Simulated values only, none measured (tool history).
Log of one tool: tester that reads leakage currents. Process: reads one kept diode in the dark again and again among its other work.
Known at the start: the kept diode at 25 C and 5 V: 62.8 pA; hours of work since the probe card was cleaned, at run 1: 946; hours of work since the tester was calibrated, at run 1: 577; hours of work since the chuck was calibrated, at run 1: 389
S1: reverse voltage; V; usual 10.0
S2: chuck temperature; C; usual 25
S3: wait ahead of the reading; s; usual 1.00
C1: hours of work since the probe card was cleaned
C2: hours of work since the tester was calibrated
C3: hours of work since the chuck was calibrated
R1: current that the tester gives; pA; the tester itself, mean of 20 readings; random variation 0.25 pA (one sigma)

run    hour    S1  S2    S3    C1    C2    C3      R1
  1     0.0  10.0  25  1.00   946   577   389   87.68
  2   126.8  10.0  25  1.00  1012   643   455   87.47
  3   253.2  10.0  25  1.00  1078   708   520   87.42
  4   381.3  10.0  25  1.00  1144   775   587   87.57
  5   463.4  10.0  41  1.00  1187   817   629  277.00
  6   563.8  10.0  25  3.92  1239   869   681   87.30
  7   686.0  10.0  25  3.92  1302   933   745   87.09
  8   820.7  10.0  25  1.00  1372  1002   815   88.82
  9   966.4  10.0  38  1.00  1447  1078   890  224.73
 10  1052.4  10.0  25  1.00  1492  1122   935   89.62
 11  1186.0  10.0  25  1.00  1561  1192  1004   90.03
 12  1295.0  10.0  25  1.00  1618  1248  1061   90.19
 13  1398.0  10.0  25  1.00  1671  1302  1114   90.35
 14  1549.8   4.6  25  1.00  1750  1380  1193   65.34
 15  1646.6  10.0  25  1.34  1800  1431  1243   90.36
 16  1793.8  10.0  25  1.34  1876  1507  1319   91.15
 17  1939.9  10.0  25  3.70  1952  1583  1395   89.93
 18  2117.3  10.0  25  3.70  2044  1675  1487   90.72
 19  2225.6  10.0  52  1.00  2100  1731  1543  582.84
     2243.8  -- chuck's temperature calibrated
 20  2388.1  10.0  52  1.00  2183  1814    75  634.93
 21  2574.7  10.0  26  0.98  2280  1911   172  107.76
 22  2749.1  10.0  26  0.98  2371  2001   262  108.85
 23  2924.1   4.8  46  3.08  2461  2092   353  322.76
     3027.9  -- probe card cleaned and baked
 24  3070.8   4.8  46  3.08    22  2166   427  314.35
 25  3207.7   9.0  40  9.68    93  2237   498  247.45
 26  3375.8  13.1  40  4.26   180  2324   585  278.15
 27  3559.7   4.0  20  2.31   276  2420   681   39.52
 28  3640.9   4.0  20  2.31   318  2462   723   39.75
 29  3739.5   3.4  32  1.71   369  2513   774   98.35
 30  3935.8   3.4  28  5.65   471  2615   876   71.65
 31  4046.1  10.0  41  2.23   528  2672   933  274.31
 32  4197.3   1.0  25  0.53   606  2750  1011   37.85
 33  4398.3   3.7  25  3.10   710  2855  1115   57.75
 34  4483.0   3.7  25  1.06   754  2898  1159   58.27
     4599.2  -- tester calibrated
 35  4637.4   1.8  37  6.15   833    20  1238  112.10
 36  4823.5   9.7  34  1.00   930   116  1335  158.96
 37  4948.3  17.6  25  3.43   995   181  1399  103.60
 38  5077.6  17.6  25  3.43  1062   248  1467  104.18
 39  5181.1  17.6  25  3.43  1115   302  1520  105.13

4 ways to go on from here, each from the tool as it stands after run 39. What would each give?
     5239.5  -- chuck's temperature calibrated
  A  5309.1  10.6  25  2.72  1181  367  36   ?
     5239.5  -- chuck's temperature calibrated
  B  5309.1   9.6  25  3.43  1181  367  36   ?
     5239.5  -- chuck's temperature calibrated
  C  5309.1  10.0  29  1.00  1181  367  36   ?
     5239.5  -- chuck's temperature calibrated
  D  5309.1   4.3  25  1.00  1181  367  36   ?

run      R1
  A   90.84
  B   87.14
  C  120.26
  D   64.76
Without the tool's hidden state the same runs would have given:
run      R1
  A   80.73
  B   78.01
  C  110.91
  D   60.85
